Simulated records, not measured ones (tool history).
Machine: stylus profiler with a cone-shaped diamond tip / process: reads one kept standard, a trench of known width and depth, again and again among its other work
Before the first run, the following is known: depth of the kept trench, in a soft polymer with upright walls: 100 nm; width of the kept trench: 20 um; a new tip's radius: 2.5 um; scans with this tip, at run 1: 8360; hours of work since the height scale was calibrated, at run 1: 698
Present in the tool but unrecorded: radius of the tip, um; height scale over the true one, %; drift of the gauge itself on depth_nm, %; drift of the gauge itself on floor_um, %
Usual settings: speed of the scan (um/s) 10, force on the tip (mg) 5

| run | hour | speed of the scan (um/s) | force on the tip (mg) | scans with this tip | hours of work since the height scale was calibrated | depth of the trench (Å) | width of the trench's floor (µm) |
|---|---|---|---|---|---|---|---|
| 1 | 0 | 10 | 5 | 8360 | 698 | 1018.3 | 18 |
| 2 | 57.6 | 10 | 5 | 8867 | 740 | 1018.4 | 17.99 |
| 3 | 114.7 | 10 | 2.51 | 9370 | 782 | 1009.8 | 17.97 |
| 4 | 175.3 | 10 | 3.07 | 9903 | 827 | 1012.1 | 17.92 |
| 5 | 229.9 | 10 | 5.94 | 10383 | 867 | 1020.8 | 17.92 |
|  | 235.2 | height scale calibrated on a step standard |
| 6 | 288.1 | 10 | 5.94 | 10891 | 39 | 1019.3 | 17.9 |
| 7 | 358.6 | 10 | 5.94 | 11512 | 91 | 1019.4 | 17.82 |
|  | 398.2 | height scale calibrated on a step standard, once more |
| 8 | 411.2 | 6 | 2.33 | 11970 | 10 | 1011.8 | 17.77 |
| 9 | 473.3 | 6 | 2.33 | 12517 | 55 | 1012 | 17.81 |
| 10 | 559.5 | 6 | 2.33 | 13275 | 119 | 1011.4 | 17.76 |
| 11 | 620 | 6 | 2.33 | 13808 | 163 | 1011.2 | 17.8 |
| 12 | 700.1 | 6 | 2.33 | 14513 | 222 | 1012.4 | 17.7 |
| 13 | 746.4 | 6 | 2.33 | 14921 | 256 | 1011.3 | 17.69 |
| 14 | 794 | 19 | 6.69 | 15340 | 291 | 1025.9 | 17.58 |

Describe how what the log doesn't record of the tool's condition differs between the last listed run preceding each entry between runs and the first listed run following it.
Logged between run 5 and run 6: height scale calibrated on a step standard (hour 235.2)
  radius of the tip, um: 5.4 -> 5.54; height scale over the true one, %: -0.296 -> -0.425
  difference, measured minus the result without the unlogged condition, depth of the trench (Å): -3 -> -4.4; width of the trench's floor (µm): -0.67 -> -0.7
Logged between run 7 and run 8: height scale calibrated on a step standard, once more (hour 398.2)
  radius of the tip, um: 5.73 -> 5.85; height scale over the true one, %: -0.443 -> -0.018
  difference, measured minus the result without the unlogged condition, depth of the trench (Å): -4.6 -> -0.2; width of the trench's floor (µm): -0.73 -> -0.76

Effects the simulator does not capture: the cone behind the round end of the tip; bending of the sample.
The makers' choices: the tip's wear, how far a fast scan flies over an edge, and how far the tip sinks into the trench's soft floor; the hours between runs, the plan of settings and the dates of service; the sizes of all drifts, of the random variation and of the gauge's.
